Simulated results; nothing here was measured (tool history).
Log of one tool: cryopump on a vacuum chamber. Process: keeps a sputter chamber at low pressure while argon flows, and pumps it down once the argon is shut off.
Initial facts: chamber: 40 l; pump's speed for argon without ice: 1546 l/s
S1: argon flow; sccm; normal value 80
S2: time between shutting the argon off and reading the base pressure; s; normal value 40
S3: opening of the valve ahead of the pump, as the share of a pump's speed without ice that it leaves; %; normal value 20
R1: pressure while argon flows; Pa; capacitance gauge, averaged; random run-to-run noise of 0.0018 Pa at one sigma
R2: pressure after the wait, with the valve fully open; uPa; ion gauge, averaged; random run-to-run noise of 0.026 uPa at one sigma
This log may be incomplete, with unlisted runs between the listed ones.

run 1 hour=0.0 | S1=80 S2=40 S3=20 | R1=0.4695 R2=2.02
run 2 hour=12.7 | S1=80 S2=40 S3=20 | R1=0.4698 R2=2.04
run 3 hour=37.6 | S1=80 S2=25 S3=20 | R1=0.4759 R2=2.61
run 4 hour=56.0 | S1=148 S2=40 S3=20 | R1=0.8781 R2=2.20
run 5 hour=78.7 | S1=148 S2=40 S3=20 | R1=0.8900 R2=2.19
run 6 hour=98.4 | S1=148 S2=40 S3=20 | R1=0.8799 R2=2.18
-- hour=117.5 pump warmed up, emptied and cooled again
run 7 hour=121.1 | S1=80 S2=40 S3=20 | R1=0.4413 R2=1.81
run 8 hour=139.0 | S1=133 S2=40 S3=20 | R1=0.7292 R2=1.83
run 9 hour=151.0 | S1=133 S2=40 S3=36 | R1=0.4076 R2=1.88
run 10 hour=170.8 | S1=68 S2=27 S3=20 | R1=0.3746 R2=2.27
run 11 hour=182.8 | S1=68 S2=192 S3=22 | R1=0.3424 R2=1.10
run 12 hour=195.5 | S1=80 S2=58 S3=43 | R1=0.2070 R2=1.58
run 13 hour=220.5 | S1=105 S2=40 S3=29 | R1=0.4035 R2=1.88
run 14 hour=236.0 | S1=116 S2=34 S3=16 | R1=0.8036 R2=2.07
run 15 hour=251.3 | S1=144 S2=145 S3=32 | R1=0.5080 R2=1.25
run 16 hour=276.6 | S1=144 S2=145 S3=32 | R1=0.5110 R2=1.27
run 17 hour=295.3 | S1=33 S2=145 S3=40 | R1=0.0949 R2=1.34
run 18 hour=321.4 | S1=133 S2=145 S3=20 | R1=0.7487 R2=1.41

Branching from run 18: 4 alternative next runs. What would each branch give?
run A hour=334.8 | S1=139 S2=40 S3=20 | R1=? R2=?
run B hour=334.8 | S1=46 S2=145 S3=58 | R1=? R2=?
run C hour=334.8 | S1=120 S2=26 S3=24 | R1=? R2=?
run D hour=334.8 | S1=46 S2=57 S3=28 | R1=? R2=?

run=A R1=0.7861 R2=1.96
run=B R1=0.0942 R2=1.36
run=C R1=0.5622 R2=2.45
run=D R1=0.1875 R2=1.77
Without the tool's hidden state the same runs would have given:
run=A R1=0.7640 R2=1.05
run=B R1=0.0869 R2=0.46
run=C R1=0.5433 R2=1.55
run=D R1=0.1802 R2=0.84

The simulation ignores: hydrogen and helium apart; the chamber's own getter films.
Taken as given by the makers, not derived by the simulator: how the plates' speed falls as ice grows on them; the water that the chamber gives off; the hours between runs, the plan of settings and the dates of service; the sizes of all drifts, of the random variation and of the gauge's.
